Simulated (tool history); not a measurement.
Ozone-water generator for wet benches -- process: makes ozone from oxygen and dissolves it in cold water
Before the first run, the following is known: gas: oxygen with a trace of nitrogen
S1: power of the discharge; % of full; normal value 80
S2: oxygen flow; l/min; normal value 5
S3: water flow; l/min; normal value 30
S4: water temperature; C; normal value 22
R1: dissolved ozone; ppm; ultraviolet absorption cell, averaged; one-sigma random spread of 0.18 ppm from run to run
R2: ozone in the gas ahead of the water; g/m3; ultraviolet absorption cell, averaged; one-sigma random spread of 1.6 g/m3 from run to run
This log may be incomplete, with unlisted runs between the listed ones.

run	day	S1	S2	S3	S4	R1	R2
1	0	80	5	30	22	22.7	272.9
2	6.812	80	5	30	22	22.4	273.8
3	12.717	80	5	30	22	22	272.5
4	20.546	76	5	30	22	21.6	261
5	27.754	76	5	30	22	21.4	261.7
6	37.054	76	5	30	22	21.4	260.7
7	44.071	80	5	30	22	21.5	262.1
8	48.521	80	5	30	22	21.5	265.9
# day 49.175: water thermometer calibrated
9	58.162	80	5	30	22	21.4	263.9
10	64.762	42	5	30	18	15.1	178
11	70.492	80	3.73	30	22	19.3	287.3

Forecast run 12:
12	74.888	54	5.82	31	17	?	?

R1: 18.1 ppm
R2: 198 g/m3
Take away the tool's hidden state, keep the run-to-run variation as it was, and the same run would have given R1 20.9 ppm, R2 223.9 g/m3.

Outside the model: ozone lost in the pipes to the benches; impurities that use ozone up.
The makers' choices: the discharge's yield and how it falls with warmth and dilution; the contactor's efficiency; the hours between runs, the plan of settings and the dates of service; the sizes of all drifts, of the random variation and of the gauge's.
